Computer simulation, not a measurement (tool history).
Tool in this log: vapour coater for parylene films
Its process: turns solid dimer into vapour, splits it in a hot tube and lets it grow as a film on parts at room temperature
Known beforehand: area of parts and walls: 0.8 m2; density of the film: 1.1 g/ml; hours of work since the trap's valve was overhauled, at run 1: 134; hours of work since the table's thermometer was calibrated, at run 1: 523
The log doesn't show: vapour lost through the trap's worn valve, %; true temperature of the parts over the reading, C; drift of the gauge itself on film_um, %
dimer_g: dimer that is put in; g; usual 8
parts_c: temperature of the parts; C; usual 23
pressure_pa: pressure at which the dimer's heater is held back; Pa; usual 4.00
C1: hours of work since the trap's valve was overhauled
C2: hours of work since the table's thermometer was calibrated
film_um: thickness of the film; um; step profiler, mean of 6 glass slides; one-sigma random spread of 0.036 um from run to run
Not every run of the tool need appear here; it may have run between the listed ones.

Run 1, day 0.000: usual settings; C1 134; C2 523. Result: film_um 5.61 um.
Run 2, day 1.296: usual settings; C1 147; C2 536. Result: film_um 5.51 um.
Run 3, day 2.946: usual settings; C1 164; C2 552. Result: film_um 5.47 um.
Run 4, day 4.617: usual settings; C1 181; C2 569. Result: film_um 5.49 um.
Run 5, day 6.254: usual settings; C1 197; C2 585. Result: film_um 5.45 um.
Run 6, day 7.412: usual settings but pressure_pa 5.39 Pa; C1 209; C2 597. Result: film_um 5.22 um.
At day 9.012: trap's valve overhauled.
Run 7, day 9.296: usual settings but pressure_pa 5.39 Pa; C1 3; C2 614. Result: film_um 5.68 um.
Run 8, day 10.525: usual settings but dimer_g 5 g, pressure_pa 5.39 Pa; C1 15; C2 626. Result: film_um 3.50 um.
Run 9, day 11.271: usual settings but dimer_g 13 g; C1 23; C2 634. Result: film_um 9.33 um.
Run 10, day 12.717: usual settings but dimer_g 13 g; C1 37; C2 648. Result: film_um 9.37 um.
Run 11, day 14.462: usual settings but dimer_g 13 g; C1 55; C2 666. Result: film_um 9.34 um.
Run 12, day 16.075: usual settings but parts_c 19 C, pressure_pa 3.78 Pa; C1 71; C2 682. Result: film_um 6.59 um.
At day 16.238: table's thermometer calibrated.
Run 13, day 17.250: usual settings but parts_c 19 C, pressure_pa 3.78 Pa; C1 82; C2 10. Result: film_um 6.59 um.
Run 14, day 18.538: usual settings but dimer_g 10 g, parts_c 28 C, pressure_pa 3.11 Pa; C1 95; C2 23. Result: film_um 6.07 um.
Run 15, day 19.650: usual settings but parts_c 22 C; C1 106; C2 34. Result: film_um 5.86 um.
Run 16, day 21.300: usual settings but parts_c 22 C; C1 123; C2 51. Result: film_um 5.78 um.
Run 17, day 22.217: usual settings but dimer_g 10 g, parts_c 31 C, pressure_pa 2.79 Pa; C1 132; C2 60. Result: film_um 5.45 um.

Measured minus without-hidden-state, run by run (identical run-to-run variation in each term; gauge scatter may differ):
run  film_um
  1    -0.24
  2    -0.27
  3    -0.32
  4    -0.36
  5    -0.40
  6    -0.41
  7    +0.04
  8    +0.00
  9    -0.02
 10    -0.08
 11    -0.14
 12    -0.15
 13    -0.13
 14    -0.16
 15    -0.18
 16    -0.23
 17    -0.24
